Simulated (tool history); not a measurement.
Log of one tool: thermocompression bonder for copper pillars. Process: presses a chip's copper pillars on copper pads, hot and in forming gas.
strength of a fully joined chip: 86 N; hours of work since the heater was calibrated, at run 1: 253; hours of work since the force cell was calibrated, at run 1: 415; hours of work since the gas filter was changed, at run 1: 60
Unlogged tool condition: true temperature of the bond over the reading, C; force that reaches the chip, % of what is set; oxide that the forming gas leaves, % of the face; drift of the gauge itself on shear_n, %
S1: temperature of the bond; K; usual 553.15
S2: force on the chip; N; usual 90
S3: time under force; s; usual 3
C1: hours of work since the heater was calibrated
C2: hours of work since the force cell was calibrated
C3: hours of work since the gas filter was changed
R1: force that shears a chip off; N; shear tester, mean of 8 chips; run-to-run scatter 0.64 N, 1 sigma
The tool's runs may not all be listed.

| run | hour | S1 | S2 | S3 | C1 | C2 | C3 | R1 |
|---|---|---|---|---|---|---|---|---|
| 1 | 0 | 553.15 | 90 | 3 | 253 | 415 | 60 | 35.7 |
| 2 | 13 | 553.15 | 90 | 3 | 263 | 425 | 70 | 35.9 |
| 3 | 25.9 | 553.15 | 90 | 3 | 273 | 435 | 80 | 34.5 |
| 4 | 50.7 | 553.15 | 90 | 4 | 293 | 454 | 99 | 39.4 |
|  | 53.1 | forming gas filter changed |
| 5 | 70.7 | 553.15 | 129 | 4 | 308 | 469 | 14 | 54.3 |
| 6 | 94.1 | 553.15 | 129 | 4 | 326 | 488 | 32 | 53 |
| 7 | 110.2 | 553.15 | 129 | 6 | 338 | 500 | 44 | 60.3 |
| 8 | 134.1 | 553.15 | 90 | 4 | 357 | 519 | 63 | 40.2 |
| 9 | 144.8 | 553.15 | 71 | 4 | 365 | 527 | 71 | 30.4 |
| 10 | 165.1 | 553.15 | 71 | 4 | 381 | 543 | 87 | 31.7 |
|  | 184.3 | forming gas filter changed |
| 11 | 188.3 | 553.15 | 71 | 4 | 399 | 560 | 3 | 32 |
| 12 | 207.3 | 553.15 | 71 | 4 | 413 | 575 | 18 | 31.3 |
| 13 | 222.5 | 553.15 | 90 | 2 | 425 | 587 | 30 | 31 |
| 14 | 240.1 | 546.15 | 90 | 2 | 439 | 600 | 43 | 26.4 |
| 15 | 255.1 | 553.15 | 90 | 3 | 450 | 612 | 55 | 34.8 |
| 16 | 266.3 | 553.15 | 90 | 3 | 459 | 621 | 64 | 34 |
| 17 | 287.1 | 553.15 | 90 | 3 | 475 | 637 | 80 | 33.5 |
| 18 | 304.2 | 544.15 | 56 | 3 | 488 | 650 | 93 | 17.4 |
|  | 315.2 | forming gas filter changed |
| 19 | 318.9 | 550.15 | 90 | 3 | 499 | 661 | 3 | 33.2 |
| 20 | 336.5 | 529.15 | 90 | 3 | 513 | 675 | 16 | 22.7 |
| 21 | 349.6 | 537.15 | 71 | 2 | 523 | 685 | 27 | 16.4 |
| 22 | 360.5 | 537.15 | 71 | 2 | 532 | 693 | 35 | 16.7 |
| 23 | 375.7 | 553.15 | 59 | 7 | 543 | 705 | 47 | 30.8 |
| 24 | 385.9 | 553.15 | 78 | 3 | 551 | 713 | 55 | 28.8 |
| 25 | 411 | 553.15 | 90 | 4 | 571 | 733 | 74 | 35.8 |
| 26 | 436.1 | 537.15 | 90 | 4 | 590 | 752 | 94 | 29.2 |
|  | 446.5 | forming gas filter changed |
| 27 | 449.9 | 553.15 | 68 | 3 | 601 | 762 | 3 | 27.1 |
| 28 | 466.5 | 533.15 | 55 | 4 | 613 | 775 | 15 | 16.5 |
| 29 | 478.2 | 533.15 | 55 | 4 | 623 | 784 | 25 | 15.6 |
| 30 | 502.8 | 553.15 | 90 | 7 | 642 | 803 | 44 | 44.6 |
| 31 | 521.7 | 553.15 | 90 | 7 | 656 | 818 | 58 | 43.8 |
| 32 | 541.9 | 549.15 | 90 | 9 | 672 | 834 | 74 | 44.9 |
| 33 | 562 | 581.15 | 77 | 3 | 688 | 849 | 90 | 41.4 |
|  | 578 | forming gas filter changed |
| 34 | 581.6 | 559.15 | 75 | 4 | 702 | 864 | 3 | 36.4 |

How the hidden state differs across the entries between the runs, from the last listed run before each to the first after it:
After run 4, before run 5: forming gas filter changed (hour 53.1)
  true temperature of the bond over the reading, C: -2.7 -> -2.9; force that reaches the chip, % of what is set: 96.6 -> 96.5; oxide that the forming gas leaves, % of the face: 7.1 -> 1.66
  measured minus no-state result, R1: -5.8 -> -3.9 N
After run 10, before run 11: forming gas filter changed (hour 184.3)
  true temperature of the bond over the reading, C: -3.7 -> -3.9; force that reaches the chip, % of what is set: 96.1 -> 96; oxide that the forming gas leaves, % of the face: 7.3 -> 1.03
  measured minus no-state result, R1: -5.6 -> -3.6 N
After run 18, before run 19: forming gas filter changed (hour 315.2)
  true temperature of the bond over the reading, C: -5 -> -5.1; oxide that the forming gas leaves, % of the face: 7.76 -> 0.81
  measured minus no-state result, R1: -4.1 -> -4.6 N
After run 26, before run 27: forming gas filter changed (hour 446.5)
  true temperature of the bond over the reading, C: -6.1 -> -6.2; oxide that the forming gas leaves, % of the face: 7.62 -> 0.71
  measured minus no-state result, R1: -7.3 -> -4.7 N
After run 33, before run 34: forming gas filter changed (hour 578)
  true temperature of the bond over the reading, C: -7.2 -> -7.4; force that reaches the chip, % of what is set: 94.2 -> 94.1; oxide that the forming gas leaves, % of the face: 7.56 -> 0.77
  measured minus no-state result, R1: -9.7 -> -6.5 N
